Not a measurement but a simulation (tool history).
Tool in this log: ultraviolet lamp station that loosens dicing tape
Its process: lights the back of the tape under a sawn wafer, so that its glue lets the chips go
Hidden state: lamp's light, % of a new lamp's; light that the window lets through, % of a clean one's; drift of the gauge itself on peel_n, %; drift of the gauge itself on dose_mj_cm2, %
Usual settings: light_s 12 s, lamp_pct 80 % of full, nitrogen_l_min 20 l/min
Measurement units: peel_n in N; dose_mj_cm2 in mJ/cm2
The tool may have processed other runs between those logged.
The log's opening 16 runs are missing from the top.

run   hour  light_s  lamp_pct  nitrogen_l_min  hours of work of the lamp  hours of work since the window was cleaned  peel_n  dose_mj_cm2
 17  102.6       12        88              37                        311                                         154   0.228          224
 18  108.1       12        80               8                        315                                         157   0.464          205
 19  117.9       14        80               8                        321                                         163   0.327          236
 20  126.4       14        80               8                        326                                         169    0.33          241
 21  131.4       14        80               8                        329                                         172   0.351          235
 22  137.8       14        60               8                        334                                         176   0.581          178
 23  146.5       15        61              20                        339                                         182   0.342          193
 24    152       11        61              20                        342                                         185   0.618          140
 25  160.3       14        93              20                        348                                         190   0.205          271
 26  168.6       14        93              20                        353                                         195    0.21          267
 27  173.7        6        90               8                        356                                         199   1.401          115
 28  178.2        6        90               8                        359                                         202   1.386          110
 29  185.2        6        90               8                        363                                         206    1.46          113
 30  194.5       17        98              20                        369                                         212   0.174          338
 31  204.6       17        98              20                        376                                         218   0.175          347
 32  209.9        7        72              19                        379                                         222    1.12          101
 33  214.5       15        64              11                        382                                         224   0.408          198
 34    222        9        80              18                        387                                         229   0.572          147
 35    229       10        60              12                        391                                         234    0.98          124

Forecast each of these 5 alternatives for the next run:
  A  238.7       11        89              16                        397                                         240       ?            ?
  B  238.7        7        60              25                        397                                         240       ?            ?
  C  238.7       23        72              12                        397                                         240       ?            ?
  D  238.7        8        79              20                        397                                         240       ?            ?
  E  238.7       12        71              16                        397                                         240       ?            ?

run  peel_n  dose_mj_cm2
  A   0.335          202
  B   1.364           80
  C   0.196          335
  D   0.713          127
  E   0.434          176
Had the tool no hidden state, the same runs would have come out as:
run  peel_n  dose_mj_cm2
  A   0.264          233
  B   1.072           93
  C   0.185          387
  D   0.534          147
  E   0.326          203
